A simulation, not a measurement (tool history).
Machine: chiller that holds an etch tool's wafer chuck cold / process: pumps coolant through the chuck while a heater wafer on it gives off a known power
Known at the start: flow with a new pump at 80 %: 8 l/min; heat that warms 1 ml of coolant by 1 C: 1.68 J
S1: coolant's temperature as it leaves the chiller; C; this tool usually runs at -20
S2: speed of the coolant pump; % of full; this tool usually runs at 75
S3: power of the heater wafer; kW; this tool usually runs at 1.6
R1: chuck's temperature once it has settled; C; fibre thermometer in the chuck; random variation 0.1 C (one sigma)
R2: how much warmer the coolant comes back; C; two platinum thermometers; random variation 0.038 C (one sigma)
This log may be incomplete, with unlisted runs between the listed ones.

Run 1, hour 0: usual settings. Result: R1 -5.5 C, R2 7.65 C.
Run 2, hour 41.5: usual settings. Result: R1 -5.4 C, R2 7.67 C.
Run 3, hour 73.4: usual settings but S3 1.707 kW. Result: R1 -4.5 C, R2 8.14 C.
Run 4, hour 116.2: usual settings but S3 1.707 kW. Result: R1 -4.6 C, R2 8.14 C.
Run 5, hour 151.7: usual settings but S2 67 % of full. Result: R1 -4.4 C, R2 8.55 C.
Run 6, hour 178.5: usual settings. Result: R1 -5.5 C, R2 7.62 C.
Run 7, hour 212.7: usual settings. Result: R1 -5.6 C, R2 7.73 C.
Run 8, hour 250.6: usual settings. Result: R1 -5.8 C, R2 7.64 C.
Run 9, hour 278.4: usual settings but S1 -21 C, S2 79 % of full, S3 0.803 kW. Result: R1 -14 C, R2 3.64 C.
Run 10, hour 304.7: usual settings but S1 -21 C, S2 95 % of full, S3 1.607 kW. Result: R1 -8.4 C, R2 6.07 C.
Run 11, hour 344.9: usual settings but S1 -15 C, S2 64 % of full, S3 2.377 kW. Result: R1 9.1 C, R2 13.36 C.

What does the tool deliver on the next run?
Run 12, hour 389.7: usual settings but S1 -15 C, S2 64 % of full, S3 2.377 kW. Result: R1 ?, R2 ?.

{"run 12": {"R1": 9.2, "R2": 13.38}}
Take away the tool's hidden state, keep the run-to-run variation as it was, and the same run would have given R1 7.8 C, R2 13.26 C.
